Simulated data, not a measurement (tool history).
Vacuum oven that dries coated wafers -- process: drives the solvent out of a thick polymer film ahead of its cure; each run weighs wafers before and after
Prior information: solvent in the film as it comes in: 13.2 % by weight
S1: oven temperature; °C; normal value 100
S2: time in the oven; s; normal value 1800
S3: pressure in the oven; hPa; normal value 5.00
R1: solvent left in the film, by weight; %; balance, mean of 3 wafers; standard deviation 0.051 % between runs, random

| run | hour | S1 | S2 | S3 | R1 |
|---|---|---|---|---|---|
| 1 | 0.0 | 100 | 1800 | 5.00 | 0.73 |
| 2 | 16.7 | 100 | 1800 | 5.00 | 0.82 |
| 3 | 55.2 | 100 | 2760 | 5.00 | 0.23 |
| 4 | 94.5 | 100 | 1800 | 5.00 | 0.75 |
| 5 | 111.2 | 100 | 1800 | 5.00 | 0.74 |
| 6 | 148.4 | 90 | 1800 | 5.00 | 2.39 |
| 7 | 173.7 | 90 | 1800 | 5.00 | 2.38 |
| 8 | 197.5 | 100 | 1800 | 5.00 | 0.82 |
| 9 | 226.9 | 100 | 1800 | 5.00 | 0.76 |
| 10 | 254.9 | 94 | 1200 | 5.00 | 2.99 |
| 11 | 290.1 | 94 | 1800 | 2.79 | 1.51 |
| 12 | 314.7 | 100 | 1560 | 10.03 | 1.21 |
| 13 | 345.8 | 107 | 1800 | 5.00 | 0.32 |
| 14 | 377.2 | 107 | 1800 | 5.00 | 0.30 |
| 15 | 417.8 | 86 | 1020 | 13.03 | 5.52 |
| 16 | 443.1 | 99 | 1800 | 5.31 | 0.89 |

What if the next run were any one of these 4? Each begins from the tool's condition after run 16:
| A | 480.5 | 109 | 3120 | 3.07 | ? |
| B | 480.5 | 99 | 2040 | 12.43 | ? |
| C | 480.5 | 98 | 1920 | 15.08 | ? |
| D | 480.5 | 94 | 1800 | 9.13 | ? |

| run | R1 |
|---|---|
| A | 0.01 |
| B | 0.88 |
| C | 1.11 |
| D | 1.85 |
Stripped of hidden state, with their random variation kept, the same runs would have yielded:
| run | R1 |
|---|---|
| A | 0.01 |
| B | 0.86 |
| C | 1.09 |
| D | 1.82 |

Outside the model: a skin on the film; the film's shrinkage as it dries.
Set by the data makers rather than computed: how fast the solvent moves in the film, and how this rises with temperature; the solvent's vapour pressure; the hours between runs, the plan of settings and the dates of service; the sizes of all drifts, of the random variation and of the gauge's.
